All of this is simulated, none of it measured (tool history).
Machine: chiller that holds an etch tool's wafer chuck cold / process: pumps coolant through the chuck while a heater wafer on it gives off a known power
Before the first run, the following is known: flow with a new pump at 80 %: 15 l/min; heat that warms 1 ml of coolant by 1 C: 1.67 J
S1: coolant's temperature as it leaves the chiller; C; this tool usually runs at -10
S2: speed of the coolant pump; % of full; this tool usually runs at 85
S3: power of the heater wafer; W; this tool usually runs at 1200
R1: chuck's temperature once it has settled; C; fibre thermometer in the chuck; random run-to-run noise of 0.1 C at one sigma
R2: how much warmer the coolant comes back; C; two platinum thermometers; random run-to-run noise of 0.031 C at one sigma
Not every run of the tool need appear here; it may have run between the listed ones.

run	hour	S1	S2	S3	R1	R2
1	0.0	-10	85	1200	3.3	2.66
2	108.8	-10	85	1200	3.0	2.65
3	228.0	-14	85	1200	-0.9	2.64
4	337.3	-14	85	1200	-1.1	2.65
5	469.8	-10	85	1200	3.1	2.66
# hour 502.7: chiller's thermometer calibrated
6	608.2	-10	85	1200	2.9	2.69
7	824.3	0	60	768	10.3	2.49
8	1031.1	0	60	768	10.5	2.45
9	1127.3	0	60	768	10.4	2.46
# hour 1175.4: coolant pump overhauled
10	1258.3	-15	74	1200	-0.9	2.99
11	1353.9	-15	74	1200	-0.9	3.08

3 options for the next run, each taken on its own from the tool as it stands now. Forecast them:
A	1468.6	-15	78	1045	?	?
B	1468.6	-4	85	1728	?	?
C	1468.6	-6	76	1200	?	?

run	R1	R2
A	-3.2	2.49
B	14.6	3.73
C	8.0	2.96
Had the tool no hidden state, the same runs would have come out as:
run	R1	R2
A	-3.2	2.57
B	14.6	3.81
C	8.0	3.04

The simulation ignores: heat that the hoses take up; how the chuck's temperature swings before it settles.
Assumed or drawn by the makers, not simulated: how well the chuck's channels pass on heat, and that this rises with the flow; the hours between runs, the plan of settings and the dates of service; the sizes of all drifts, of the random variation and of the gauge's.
